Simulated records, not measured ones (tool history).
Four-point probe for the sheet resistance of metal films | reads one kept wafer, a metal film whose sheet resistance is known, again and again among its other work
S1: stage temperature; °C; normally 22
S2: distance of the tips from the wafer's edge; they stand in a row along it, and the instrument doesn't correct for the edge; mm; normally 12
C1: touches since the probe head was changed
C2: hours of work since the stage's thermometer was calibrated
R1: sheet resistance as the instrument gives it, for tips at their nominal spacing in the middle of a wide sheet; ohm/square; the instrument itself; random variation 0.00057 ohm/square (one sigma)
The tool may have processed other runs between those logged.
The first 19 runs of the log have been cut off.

run,hour,S1,S2,C1,C2,R1
20,549.3,19,12,26021,366,2.887782
21,579.8,19,12,27166,381,2.889993
22,618.4,19,23,28617,399,2.882522
23,644.2,18,6,29586,412,2.919803
24,675.1,18,6,30745,426,2.920401
25,711.3,20,20,32106,444,2.889460
26,742.8,20,20,33288,459,2.888087
27,782.4,20,20,34777,478,2.890486
28,818.0,20,20,36114,495,2.890671
29,845.3,19,3,37140,508,3.047274
30,873.7,19,3,38209,522,3.048497
31,897.3,27,8,39095,533,2.931961
32,928.7,34,4,40276,548,3.020648
33,966.9,34,4,41712,567,3.019906
34,990.7,28,6,42604,578,2.954040
35,1020.7,33,5,43730,593,2.984786
36,1040.4,33,5,44470,602,2.986795
37,1078.8,33,5,45914,621,2.987805
38,1113.1,22,59,47205,637,2.900411
39,1149.1,31,16,48556,654,2.928670
40,1187.9,20,5,50015,673,2.956778
41,1204.1,27,4,50622,681,3.009259

Each row is a separate what-if for the run after 41, all from the same tool condition, not one after another. Results?
A,1220.3,27,12,51232,689,?
B,1220.3,27,4,51232,689,?
C,1220.3,27,29,51232,689,?
D,1220.3,18,23,51232,689,?

run,R1
A,2.925207
B,3.010096
C,2.915848
D,2.895512
The same runs, with their run-to-run variation unchanged, on a tool lacking any hidden condition would have given:
run,R1
A,2.884490
B,2.968289
C,2.875253
D,2.855114
